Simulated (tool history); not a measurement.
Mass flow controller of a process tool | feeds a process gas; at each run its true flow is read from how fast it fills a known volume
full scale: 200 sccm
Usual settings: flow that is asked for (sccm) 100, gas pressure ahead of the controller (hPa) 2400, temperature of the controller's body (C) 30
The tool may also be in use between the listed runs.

run   hour  flow that is asked for (sccm)  gas pressure ahead of the controller (hPa)  temperature of the controller's body (C)  true flow (%)
  1      0                            100                                        2400                                        30          99.83
  2  133.7                            100                                        2400                                        30          99.98
  3  252.1                            100                                        2400                                        30         100.01
  4  374.5                            100                                        1740                                        30         100.48
  5  435.6                            100                                        2400                                        22         100.39
  6  526.8                            100                                        2260                                        37          99.68
  7  603.4                            100                                        2260                                        37          99.81
  8  735.4                            100                                        2260                                        37          99.75
  9  815.3                            119                                        1430                                        21         101.25
 10  898.4                            169                                        1680                                        21         101.51

The same runs without the tool's hidden state, with the same run-to-run variation:
The hidden state here: flow at rest that the sensor doesn't see, % of full scale; true flow over the shown one, %; drift of the gauge itself on true_pct, %.
run  true flow (%)
  1          98.62
  2          98.74
  3          98.74
  4          99.18
  5          99.08
  6          98.36
  7          98.47
  8          98.38
  9          99.94
 10         100.31
